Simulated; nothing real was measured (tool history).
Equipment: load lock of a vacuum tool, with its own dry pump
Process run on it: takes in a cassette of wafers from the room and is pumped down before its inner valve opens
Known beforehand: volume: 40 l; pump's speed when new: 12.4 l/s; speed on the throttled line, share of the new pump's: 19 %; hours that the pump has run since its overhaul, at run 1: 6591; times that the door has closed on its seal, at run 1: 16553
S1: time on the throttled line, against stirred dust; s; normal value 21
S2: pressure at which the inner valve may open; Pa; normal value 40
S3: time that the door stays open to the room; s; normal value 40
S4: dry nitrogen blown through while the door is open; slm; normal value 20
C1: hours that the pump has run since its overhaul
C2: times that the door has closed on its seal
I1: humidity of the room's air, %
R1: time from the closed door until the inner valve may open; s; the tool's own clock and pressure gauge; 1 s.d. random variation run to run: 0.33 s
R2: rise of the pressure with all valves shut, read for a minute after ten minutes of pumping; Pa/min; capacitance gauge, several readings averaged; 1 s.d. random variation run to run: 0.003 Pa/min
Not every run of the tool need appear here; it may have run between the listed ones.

Run 1, hour 0.0: usual settings; C1 6591; C2 16553; I1 45.6. Result: R1 43.1 s, R2 0.024 Pa/min.
Run 2, hour 109.1: usual settings but S4 7 slm; C1 6700; C2 16957; I1 42.9. Result: R1 42.3 s, R2 0.028 Pa/min.
Run 3, hour 177.6: usual settings; C1 6768; C2 17211; I1 44.0. Result: R1 42.4 s, R2 0.024 Pa/min.
Run 4, hour 261.5: usual settings but S4 17 slm; C1 6852; C2 17521; I1 42.9. Result: R1 42.1 s, R2 0.025 Pa/min.
Run 5, hour 379.7: usual settings but S4 17 slm; C1 6970; C2 17959; I1 44.2. Result: R1 42.5 s, R2 0.033 Pa/min.
Run 6, hour 439.4: usual settings; C1 7030; C2 18180; I1 42.4. Result: R1 42.5 s, R2 0.017 Pa/min.
Run 7, hour 526.3: usual settings; C1 7117; C2 18501; I1 43.6. Result: R1 42.9 s, R2 0.026 Pa/min.
Run 8, hour 594.8: usual settings but S4 6 slm; C1 7185; C2 18755; I1 46.1. Result: R1 43.2 s, R2 0.031 Pa/min.
Run 9, hour 650.9: usual settings but S4 6 slm; C1 7242; C2 18963; I1 47.7. Result: R1 42.7 s, R2 0.035 Pa/min.
Run 10, hour 706.2: usual settings but S4 6 slm; C1 7297; C2 19167; I1 42.3. Result: R1 42.6 s, R2 0.026 Pa/min.
Run 11, hour 799.9: usual settings but S1 16 s, S2 43 Pa, S3 87 s, S4 33 slm; C1 7391; C2 19514; I1 44.7. Result: R1 38.6 s, R2 0.018 Pa/min.
Run 12, hour 866.9: usual settings but S1 16 s, S2 43 Pa, S3 87 s, S4 33 slm; C1 7458; C2 19762; I1 44.5. Result: R1 38.1 s, R2 0.020 Pa/min.
Run 13, hour 942.3: usual settings but S1 33 s, S2 72 Pa, S3 105 s; C1 7533; C2 20041; I1 39.8. Result: R1 50.4 s, R2 0.027 Pa/min.
Run 14, hour 994.6: usual settings but S1 33 s, S2 52 Pa, S3 111 s; C1 7585; C2 20235; I1 43.6. Result: R1 51.5 s, R2 0.037 Pa/min.
Run 15, hour 1084.1: usual settings but S2 42 Pa, S3 232 s; C1 7675; C2 20566; I1 46.1. Result: R1 42.6 s, R2 0.050 Pa/min.
Run 16, hour 1186.3: usual settings but S2 74 Pa, S3 232 s, S4 5 slm; C1 7777; C2 20944; I1 45.7. Result: R1 40.6 s, R2 0.070 Pa/min.
Run 17, hour 1270.8: usual settings but S1 30 s, S2 35 Pa, S3 41 s; C1 7861; C2 21257; I1 47.6. Result: R1 50.7 s, R2 0.026 Pa/min.
Run 18, hour 1387.8: usual settings but S1 30 s, S2 35 Pa, S3 41 s; C1 7978; C2 21690; I1 43.1. Result: R1 50.1 s, R2 0.029 Pa/min.
Run 19, hour 1502.0: usual settings but S4 4 slm; C1 8093; C2 22113; I1 42.0. Result: R1 42.6 s, R2 0.029 Pa/min.
Run 20, hour 1612.8: usual settings but S3 93 s; C1 8203; C2 22523; I1 44.9. Result: R1 42.1 s, R2 0.031 Pa/min.

Alternative continuations, all from the tool just after run 20; predict every row:
Run A, hour 1729.4: usual settings but S1 38 s, S2 53 Pa, S3 220 s; C1 8320; C2 22954; I1 47.1. Result: R1 ?, R2 ?.
Run B, hour 1729.4: usual settings but S3 157 s, S4 4 slm; C1 8320; C2 22954; I1 44.6. Result: R1 ?, R2 ?.
Run C, hour 1729.4: usual settings but S1 14 s; C1 8320; C2 22954; I1 45.7. Result: R1 ?, R2 ?.
Run D, hour 1729.4: usual settings but S1 33 s, S3 93 s, S4 24 slm; C1 8320; C2 22954; I1 44.1. Result: R1 ?, R2 ?.
Run E, hour 1729.4: usual settings but S1 17 s; C1 8320; C2 22954; I1 41.0. Result: R1 ?, R2 ?.

run    R1     R2
  A  55.9  0.053
  B  42.3  0.059
  C  37.3  0.025
  D  52.5  0.035
  E  39.2  0.023
Had the tool no hidden state, the same runs would have come out as:
run    R1     R2
  A  55.9  0.052
  B  42.3  0.058
  C  37.3  0.024
  D  52.4  0.034
  E  39.2  0.023

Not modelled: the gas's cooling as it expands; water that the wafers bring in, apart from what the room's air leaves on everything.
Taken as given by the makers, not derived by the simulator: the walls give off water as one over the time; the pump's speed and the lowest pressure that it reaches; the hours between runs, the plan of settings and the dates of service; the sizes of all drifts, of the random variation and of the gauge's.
